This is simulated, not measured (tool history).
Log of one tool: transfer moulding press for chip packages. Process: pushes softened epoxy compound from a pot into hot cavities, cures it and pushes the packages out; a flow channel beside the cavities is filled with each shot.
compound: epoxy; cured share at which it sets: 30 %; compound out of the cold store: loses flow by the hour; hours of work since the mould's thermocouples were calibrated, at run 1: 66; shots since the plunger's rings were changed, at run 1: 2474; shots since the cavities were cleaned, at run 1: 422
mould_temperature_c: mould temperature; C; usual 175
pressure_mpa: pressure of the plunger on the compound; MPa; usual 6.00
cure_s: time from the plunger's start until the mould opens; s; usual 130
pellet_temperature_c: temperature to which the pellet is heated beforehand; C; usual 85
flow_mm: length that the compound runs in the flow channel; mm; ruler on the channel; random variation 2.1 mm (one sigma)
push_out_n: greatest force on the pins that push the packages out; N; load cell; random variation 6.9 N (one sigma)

| run | day | mould_temperature_c | pressure_mpa | cure_s | pellet_temperature_c | hours of work since the mould's thermocouples were calibrated | shots since the plunger's rings were changed | shots since the cavities were cleaned | incoming compound's hours out of the cold store | flow_mm | push_out_n |
|---|---|---|---|---|---|---|---|---|---|---|---|
| 1 | 0.000 | 175 | 6.00 | 130 | 85 | 66 | 2474 | 422 | 40.6 | 675 | 272 |
|  | 0.438 | cavities cleaned with cleaning compound and waxed |
|  | 2.508 | cavities cleaned with cleaning compound and waxed |
|  | 3.217 | plunger's sealing rings changed |
| 2 | 3.258 | 175 | 6.00 | 130 | 85 | 122 | 10 | 168 | 43.7 | 664 | 279 |
|  | 4.762 | cavities cleaned with cleaning compound and waxed |
| 3 | 4.846 | 175 | 6.00 | 130 | 85 | 150 | 409 | 22 | 42.9 | 668 | 286 |
| 4 | 6.600 | 175 | 6.00 | 130 | 85 | 182 | 866 | 479 | 10.8 | 791 | 301 |
|  | 6.792 | cavities cleaned with cleaning compound and waxed |
| 5 | 8.554 | 175 | 5.45 | 130 | 85 | 217 | 1360 | 460 | 47.7 | 625 | 279 |
|  | 8.883 | cavities cleaned with cleaning compound and waxed |
|  | 10.946 | cavities cleaned with cleaning compound and waxed |
| 6 | 11.104 | 175 | 5.45 | 130 | 85 | 262 | 1993 | 41 | 8.7 | 756 | 287 |
|  | 12.988 | cavities cleaned with cleaning compound and waxed |
| 7 | 14.083 | 175 | 5.45 | 130 | 85 | 316 | 2754 | 286 | 14.9 | 728 | 296 |
|  | 15.079 | cavities cleaned with cleaning compound and waxed |
|  | 16.133 | plunger's sealing rings changed |
|  | 16.912 | mould's thermocouples calibrated |
| 8 | 17.162 | 181 | 6.00 | 130 | 85 | 5 | 247 | 494 | 29.8 | 688 | 264 |
|  | 17.488 | cavities cleaned with cleaning compound and waxed |
| 9 | 19.296 | 181 | 6.00 | 130 | 86 | 43 | 787 | 472 | 26.3 | 698 | 249 |
|  | 19.542 | cavities cleaned with cleaning compound and waxed |
|  | 21.754 | cavities cleaned with cleaning compound and waxed |
| 10 | 22.425 | 181 | 6.00 | 130 | 86 | 98 | 1572 | 176 | 23.7 | 707 | 241 |
|  | 23.796 | cavities cleaned with cleaning compound and waxed |
| 11 | 25.312 | 181 | 6.00 | 130 | 86 | 150 | 2308 | 395 | 34.6 | 674 | 248 |
|  | 25.967 | cavities cleaned with cleaning compound and waxed |
| 12 | 27.296 | 181 | 7.48 | 130 | 86 | 186 | 2809 | 346 | 18.3 | 814 | 240 |
|  | 28.046 | cavities cleaned with cleaning compound and waxed |
| 13 | 28.600 | 178 | 7.48 | 130 | 86 | 209 | 3134 | 144 | 23.4 | 807 | 256 |
|  | 28.979 | plunger's sealing rings changed |
|  | 30.312 | cavities cleaned with cleaning compound and waxed |
| 14 | 30.812 | 178 | 5.57 | 130 | 86 | 246 | 461 | 129 | 16.5 | 721 | 254 |
|  | 32.371 | cavities cleaned with cleaning compound and waxed |
| 15 | 33.662 | 172 | 6.96 | 170 | 85 | 298 | 1189 | 337 | 9.2 | 871 | 256 |
|  | 34.421 | cavities cleaned with cleaning compound and waxed |
|  | 36.529 | cavities cleaned with cleaning compound and waxed |
| 16 | 36.779 | 175 | 6.00 | 152 | 92 | 353 | 1969 | 64 | 36.0 | 689 | 244 |
|  | 37.604 | mould's thermocouples calibrated |
|  | 38.704 | cavities cleaned with cleaning compound and waxed |
| 17 | 39.862 | 175 | 4.89 | 125 | 82 | 40 | 2736 | 302 | 37.3 | 622 | 294 |
|  | 40.779 | cavities cleaned with cleaning compound and waxed |
|  | 41.883 | plunger's sealing rings changed |
| 18 | 42.562 | 175 | 4.89 | 125 | 82 | 87 | 178 | 439 | 43.2 | 601 | 291 |

Run 19 comes next. What will it give?
|  | 42.946 | cavities cleaned with cleaning compound and waxed |
|  | 45.121 | cavities cleaned with cleaning compound and waxed |
| 19 | 45.546 | 178 | 5.51 | 127 | 91 | 140 | 924 | 112 | 12.0 | ? | ? |

{"run 19": {"flow_mm": 734, "push_out_n": 266}}
Without the tool's hidden state the same run would have given flow_mm 734 mm, push_out_n 266 N.
